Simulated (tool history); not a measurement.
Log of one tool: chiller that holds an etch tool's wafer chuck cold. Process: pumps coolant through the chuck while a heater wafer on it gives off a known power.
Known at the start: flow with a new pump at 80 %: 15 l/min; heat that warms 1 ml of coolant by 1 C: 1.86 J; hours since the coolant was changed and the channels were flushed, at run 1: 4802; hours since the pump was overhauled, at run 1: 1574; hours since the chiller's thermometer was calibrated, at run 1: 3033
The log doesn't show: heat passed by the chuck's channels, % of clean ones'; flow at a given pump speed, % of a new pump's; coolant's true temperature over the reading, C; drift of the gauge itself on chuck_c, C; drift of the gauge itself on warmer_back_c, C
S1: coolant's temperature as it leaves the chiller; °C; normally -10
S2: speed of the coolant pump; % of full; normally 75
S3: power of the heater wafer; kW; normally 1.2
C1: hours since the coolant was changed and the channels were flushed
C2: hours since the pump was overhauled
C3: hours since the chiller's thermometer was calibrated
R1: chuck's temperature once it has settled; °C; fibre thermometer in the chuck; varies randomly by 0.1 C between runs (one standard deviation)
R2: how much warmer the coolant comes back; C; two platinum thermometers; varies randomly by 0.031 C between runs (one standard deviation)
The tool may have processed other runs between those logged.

run	hour	S1	S2	S3	C1	C2	C3	R1	R2
1	0	-10	75	1.2	4802	1574	3033	-2.1	2.77
2	49.2	-10	75	1.2	4851	1623	3082	-2	2.75
3	90.1	-10	75	1.2	4892	1664	3123	-2.1	2.75
4	143.5	-10	75	1.2	4945	1718	3176	-2.1	2.77
5	194	-10	75	1.2	4996	1768	3227	-2.2	2.74
6	246.8	-10	75	1.2	5049	1821	3280	-2	2.79
7	300.1	-10	75	1.2	5102	1874	3333	-2	2.8
8	354.6	-10	75	0.739	5157	1929	3387	-5.2	1.72
9	393.3	-10	75	0.739	5195	1967	3426	-5.1	1.71
10	420	-10	75	0.739	5222	1994	3453	-5.3	1.71
11	480.4	-10	75	0.739	5282	2054	3513	-5.1	1.76
12	517.7	-10	75	0.739	5320	2092	3550	-5.2	1.7
13	558.8	-10	75	1.2	5361	2133	3592	-2.2	2.69
14	591.5	-10	75	1.2	5393	2166	3624	-2.1	2.76
15	617.6	-10	72	1.2	5420	2192	3650	-2	2.89
16	648.4	-10	72	1.2	5450	2222	3681	-1.8	2.88
17	701.5	-10	72	1.2	5503	2276	3734	-1.9	2.87
18	728.1	-10	72	1.2	5530	2302	3761	-1.7	2.9
19	784	-9	75	1.452	5586	2358	3817	0.7	3.36
20	832.3	-8	81	1.504	5634	2406	3865	1.4	3.25
21	893.6	-8	81	0.666	5696	2468	3926	-3.9	1.39
22	955.2	-5	95	0.666	5757	2529	3988	-1.3	1.23
23	1014.6	-2	95	0.854	5817	2589	4047	2.9	1.55
24	1053.8	-13	80	1.359	5856	2628	4087	-4.4	2.98
25	1108.6	-5	94	1.361	5911	2683	4141	2.7	2.46
26	1135.2	-10	75	0.979	5937	2709	4168	-3.7	2.28
27	1179.6	-13	93	1.333	5982	2754	4212	-5.4	2.49
28	1238.6	-10	75	1.671	6041	2813	4271	1.2	3.83
29	1268.9	-5	62	0.715	6071	2843	4302	0.3	2.04
30	1295.6	-15	75	1.2	6097	2870	4328	-6.9	2.76
31	1356.8	-17	60	1.01	6159	2931	4390	-9.3	2.95
32	1387.4	-13	75	0.886	6189	2961	4420	-7.2	2
33	1421.3	-4	64	1.2	6223	2995	4454	4.9	3.28

Consider 3 possible next runs. They are alternatives, not a sequence: every one starts from the tool as it was left by run 33. What does each give?
A	1459.6	-12	87	1.255	6261	3034	4492	?	?
B	1459.6	-4	64	1.407	6261	3034	4492	?	?
C	1459.6	-16	75	0.795	6261	3034	4492	?	?

run	R1	R2
A	-4.4	2.54
B	6.5	3.85
C	-10.7	1.89
Stripped of hidden state, with their random variation kept, the same runs would have yielded:
run	R1	R2
A	-4.4	2.54
B	6.4	3.85
C	-10.8	1.89
